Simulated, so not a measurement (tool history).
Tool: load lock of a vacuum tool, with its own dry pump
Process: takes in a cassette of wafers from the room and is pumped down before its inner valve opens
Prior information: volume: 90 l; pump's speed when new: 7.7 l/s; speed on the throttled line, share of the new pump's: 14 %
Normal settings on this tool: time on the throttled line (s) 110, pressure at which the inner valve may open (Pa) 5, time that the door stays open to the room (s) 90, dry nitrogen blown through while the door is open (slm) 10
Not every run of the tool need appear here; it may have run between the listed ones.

run	hour	time on the throttled line (s)	pressure at which the inner valve may open (Pa)	time that the door stays open to the room (s)	dry nitrogen blown through while the door is open (slm)	incoming humidity of the room's air, %	time from the closed door until the inner valve may open (s)	rise of the pressure with all valves shut (Pa/min)
1	0	110	5	90	10	45.7	210.1	0.032
2	61.2	110	5	90	10	46.4	211.4	0.036
3	136.5	110	5	90	10	46.1	212.2	0.032
4	217.6	67	5	90	10	46.8	174.4	0.036
5	314.3	67	5	90	10	47.5	174.6	0.037
6	429.4	110	4	90	10	45.2	214.2	0.035
7	543.3	110	5	90	10	40.3	208.2	0.031
8	597.7	110	5	90	10	42.4	209.3	0.033
9	677.7	110	5	90	10	43.8	211.4	0.033
10	787.5	181	5	90	10	45.2	271.7	0.031
11	895.3	181	10	90	10	43.7	263.7	0.031
12	963.1	181	10	90	10	47.1	265.1	0.035
13	1063.6	181	10	90	10	44.6	267.3	0.035
14	1158.8	181	10	90	10	46.3	265.3	0.036
15	1275.7	110	5	188	10	44.5	210.7	0.042
16	1331.1	110	5	90	10	44.9	209.9	0.03
17	1387.2	209	5	90	10	46	292.1	0.032
18	1497.3	110	5	90	14	43.1	211.6	0.027
19	1554.7	110	5	90	10	43.9	212.7	0.035
20	1660.6	107	7	31	42	41.3	204.6	0.016
21	1763.4	156	8	31	42	45.5	245.8	0.019
22	1872.6	156	8	31	42	43.3	241.8	0.01
23	1948.9	156	8	31	42	43.1	243.5	0.012
24	2054	57	4	90	18	45.8	171.4	0.029
25	2133.7	57	4	90	18	47.1	168.7	0.035
26	2229.7	57	8	43	18	41.5	158.5	0.018
27	2292.2	57	8	43	18	44	160.8	0.02
28	2373.9	153	5	90	10	44.6	245.8	0.032
29	2430.9	110	5	90	18	47.6	209.3	0.032
30	2554.3	110	5	90	18	42.9	208.3	0.03
31	2627.4	87	7	90	10	45.3	186.2	0.033
32	2749	110	5	116	7	42.9	210.5	0.039
33	2850.6	64	5	96	31	43.1	171.5	0.023
34	2946	110	5	134	7	40.9	212.5	0.04
35	3007.7	110	4	90	8	47.5	212.7	0.035
36	3103.5	110	6	31	6	45	206.5	0.026
37	3208.8	63	6	31	4	43.7	167.7	0.026

4 ways to go on from here, each from the tool as it stands after run 37. What would each give?
A	3277.7	110	5	90	6	46.3	?	?
B	3277.7	63	8	156	4	44.3	?	?
C	3277.7	138	9	31	6	43.9	?	?
D	3277.7	57	8	31	8	43.8	?	?

run	time from the closed door until the inner valve may open (s)	rise of the pressure with all valves shut (Pa/min)
A	208.5	0.039
B	165.6	0.052
C	229.9	0.022
D	160.4	0.021
The same runs, with their run-to-run variation unchanged, on a tool lacking any hidden condition would have given:
run	time from the closed door until the inner valve may open (s)	rise of the pressure with all valves shut (Pa/min)
A	208.4	0.039
B	165.4	0.052
C	229.7	0.022
D	160.2	0.021

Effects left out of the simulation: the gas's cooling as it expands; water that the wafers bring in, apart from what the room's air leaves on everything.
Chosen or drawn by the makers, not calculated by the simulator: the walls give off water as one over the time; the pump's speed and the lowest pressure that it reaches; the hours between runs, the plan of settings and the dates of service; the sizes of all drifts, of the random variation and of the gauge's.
